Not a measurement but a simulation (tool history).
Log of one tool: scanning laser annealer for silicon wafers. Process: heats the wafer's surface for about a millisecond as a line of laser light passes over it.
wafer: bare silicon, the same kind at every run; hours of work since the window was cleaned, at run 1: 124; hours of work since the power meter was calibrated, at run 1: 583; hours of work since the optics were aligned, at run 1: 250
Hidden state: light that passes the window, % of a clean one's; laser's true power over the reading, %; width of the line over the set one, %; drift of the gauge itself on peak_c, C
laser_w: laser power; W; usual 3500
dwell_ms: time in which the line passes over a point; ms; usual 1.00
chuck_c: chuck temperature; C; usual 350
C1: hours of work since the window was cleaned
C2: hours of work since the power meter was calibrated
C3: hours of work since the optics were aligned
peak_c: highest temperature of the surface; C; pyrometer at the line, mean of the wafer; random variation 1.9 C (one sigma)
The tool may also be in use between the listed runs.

{"run": 1, "hour": 0.0, "laser_w": 3500, "dwell_ms": 1.0, "chuck_c": 350, "C1": 124, "C2": 583, "C3": 250, "peak_c": 1170}
{"run": 2, "hour": 22.5, "laser_w": 3500, "dwell_ms": 0.89, "chuck_c": 350, "C1": 134, "C2": 593, "C3": 259, "peak_c": 1120}
{"run": 3, "hour": 47.6, "laser_w": 3500, "dwell_ms": 1.0, "chuck_c": 350, "C1": 144, "C2": 603, "C3": 270, "peak_c": 1166}
{"run": 4, "hour": 77.7, "laser_w": 3500, "dwell_ms": 1.0, "chuck_c": 350, "C1": 156, "C2": 615, "C3": 282, "peak_c": 1167}
{"run": 5, "hour": 117.8, "laser_w": 3500, "dwell_ms": 1.0, "chuck_c": 350, "C1": 173, "C2": 632, "C3": 299, "peak_c": 1165}
{"run": 6, "hour": 146.5, "laser_w": 3500, "dwell_ms": 1.0, "chuck_c": 350, "C1": 185, "C2": 644, "C3": 311, "peak_c": 1165}
{"run": 7, "hour": 177.6, "laser_w": 3500, "dwell_ms": 1.0, "chuck_c": 350, "C1": 198, "C2": 657, "C3": 324, "peak_c": 1167}
{"run": 8, "hour": 199.4, "laser_w": 3500, "dwell_ms": 1.0, "chuck_c": 350, "C1": 207, "C2": 666, "C3": 333, "peak_c": 1162}
{"run": 9, "hour": 240.3, "laser_w": 3500, "dwell_ms": 1.0, "chuck_c": 350, "C1": 224, "C2": 683, "C3": 350, "peak_c": 1168}
{"run": 10, "hour": 281.6, "laser_w": 3500, "dwell_ms": 1.0, "chuck_c": 378, "C1": 241, "C2": 700, "C3": 367, "peak_c": 1190}
{"run": 11, "hour": 304.6, "laser_w": 3500, "dwell_ms": 1.0, "chuck_c": 378, "C1": 251, "C2": 710, "C3": 377, "peak_c": 1190}
{"run": 12, "hour": 334.2, "laser_w": 3500, "dwell_ms": 1.0, "chuck_c": 368, "C1": 263, "C2": 722, "C3": 389, "peak_c": 1184}
{"run": 13, "hour": 362.7, "laser_w": 3500, "dwell_ms": 1.0, "chuck_c": 368, "C1": 275, "C2": 734, "C3": 401, "peak_c": 1179}
{"run": 14, "hour": 382.3, "laser_w": 3500, "dwell_ms": 1.12, "chuck_c": 368, "C1": 283, "C2": 742, "C3": 409, "peak_c": 1228}
{"run": 15, "hour": 424.7, "laser_w": 3500, "dwell_ms": 1.12, "chuck_c": 368, "C1": 301, "C2": 760, "C3": 427, "peak_c": 1227}
{"run": 16, "hour": 443.1, "laser_w": 3500, "dwell_ms": 1.12, "chuck_c": 368, "C1": 308, "C2": 767, "C3": 434, "peak_c": 1225}
{"run": 17, "hour": 461.5, "laser_w": 3500, "dwell_ms": 1.0, "chuck_c": 342, "C1": 316, "C2": 775, "C3": 442, "peak_c": 1152}
{"run": 18, "hour": 482.6, "laser_w": 3500, "dwell_ms": 1.0, "chuck_c": 350, "C1": 325, "C2": 784, "C3": 451, "peak_c": 1159}
{"run": 19, "hour": 521.0, "laser_w": 3500, "dwell_ms": 0.99, "chuck_c": 350, "C1": 341, "C2": 800, "C3": 467, "peak_c": 1153}
{"run": 20, "hour": 564.5, "laser_w": 3492, "dwell_ms": 0.71, "chuck_c": 371, "C1": 359, "C2": 818, "C3": 485, "peak_c": 1038}
{"run": 21, "hour": 588.6, "laser_w": 3013, "dwell_ms": 1.07, "chuck_c": 332, "C1": 369, "C2": 828, "C3": 495, "peak_c": 1053}
{"run": 22, "hour": 613.2, "laser_w": 3540, "dwell_ms": 0.95, "chuck_c": 373, "C1": 379, "C2": 838, "C3": 505, "peak_c": 1166}
{"run": 23, "hour": 649.7, "laser_w": 3319, "dwell_ms": 1.0, "chuck_c": 350, "C1": 394, "C2": 853, "C3": 520, "peak_c": 1115}
{"run": 24, "hour": 685.5, "laser_w": 3645, "dwell_ms": 1.0, "chuck_c": 350, "C1": 409, "C2": 868, "C3": 535, "peak_c": 1188}
{"run": 25, "hour": 712.2, "laser_w": 3645, "dwell_ms": 1.0, "chuck_c": 350, "C1": 420, "C2": 879, "C3": 546, "peak_c": 1186}
{"run": 26, "hour": 746.9, "laser_w": 3076, "dwell_ms": 1.2, "chuck_c": 350, "C1": 435, "C2": 894, "C3": 561, "peak_c": 1129}
{"run": 27, "hour": 769.4, "laser_w": 3565, "dwell_ms": 0.77, "chuck_c": 354, "C1": 444, "C2": 903, "C3": 570, "peak_c": 1065}
{"hour": 775.0, "done": "window over the wafer cleaned"}
{"run": 28, "hour": 794.2, "laser_w": 3245, "dwell_ms": 1.0, "chuck_c": 378, "C1": 8, "C2": 913, "C3": 579, "peak_c": 1116}
{"run": 29, "hour": 835.7, "laser_w": 3266, "dwell_ms": 0.95, "chuck_c": 364, "C1": 25, "C2": 930, "C3": 597, "peak_c": 1089}
{"run": 30, "hour": 874.4, "laser_w": 3266, "dwell_ms": 0.95, "chuck_c": 364, "C1": 41, "C2": 946, "C3": 613, "peak_c": 1087}
{"run": 31, "hour": 908.3, "laser_w": 3502, "dwell_ms": 0.95, "chuck_c": 327, "C1": 55, "C2": 960, "C3": 627, "peak_c": 1097}
{"run": 32, "hour": 948.8, "laser_w": 3500, "dwell_ms": 1.17, "chuck_c": 364, "C1": 72, "C2": 977, "C3": 644, "peak_c": 1226}
{"run": 33, "hour": 974.7, "laser_w": 3512, "dwell_ms": 0.84, "chuck_c": 364, "C1": 83, "C2": 988, "C3": 654, "peak_c": 1086}
{"run": 34, "hour": 1015.9, "laser_w": 3291, "dwell_ms": 1.02, "chuck_c": 345, "C1": 100, "C2": 1005, "C3": 672, "peak_c": 1092}
{"hour": 1021.9, "done": "window over the wafer cleaned, once more"}
{"run": 35, "hour": 1050.1, "laser_w": 3848, "dwell_ms": 1.1, "chuck_c": 383, "C1": 12, "C2": 1018, "C3": 685, "peak_c": 1332}
{"run": 36, "hour": 1090.7, "laser_w": 3848, "dwell_ms": 1.1, "chuck_c": 383, "C1": 29, "C2": 1035, "C3": 702, "peak_c": 1327}
{"run": 37, "hour": 1111.4, "laser_w": 3848, "dwell_ms": 1.1, "chuck_c": 383, "C1": 37, "C2": 1044, "C3": 710, "peak_c": 1330}
{"run": 38, "hour": 1142.3, "laser_w": 3481, "dwell_ms": 0.79, "chuck_c": 383, "C1": 50, "C2": 1056, "C3": 723, "peak_c": 1094}

Forecast each of these 5 alternatives for the next run:
{"run": "A", "hour": 1167.5, "laser_w": 3733, "dwell_ms": 0.79, "chuck_c": 366, "C1": 61, "C2": 1067, "C3": 734, "peak_c": "?"}
{"run": "B", "hour": 1167.5, "laser_w": 3808, "dwell_ms": 0.86, "chuck_c": 332, "C1": 61, "C2": 1067, "C3": 734, "peak_c": "?"}
{"run": "C", "hour": 1167.5, "laser_w": 3324, "dwell_ms": 0.83, "chuck_c": 350, "C1": 61, "C2": 1067, "C3": 734, "peak_c": "?"}
{"run": "D", "hour": 1167.5, "laser_w": 3449, "dwell_ms": 0.7, "chuck_c": 383, "C1": 61, "C2": 1067, "C3": 734, "peak_c": "?"}
{"run": "E", "hour": 1167.5, "laser_w": 2988, "dwell_ms": 1.0, "chuck_c": 350, "C1": 61, "C2": 1067, "C3": 734, "peak_c": "?"}

run=A peak_c=1132
run=B peak_c=1152
run=C peak_c=1051
run=D peak_c=1044
run=E peak_c=1046
Without the tool's hidden state the same runs would have given:
run=A peak_c=1147
run=B peak_c=1168
run=C peak_c=1064
run=D peak_c=1057
run=E peak_c=1059
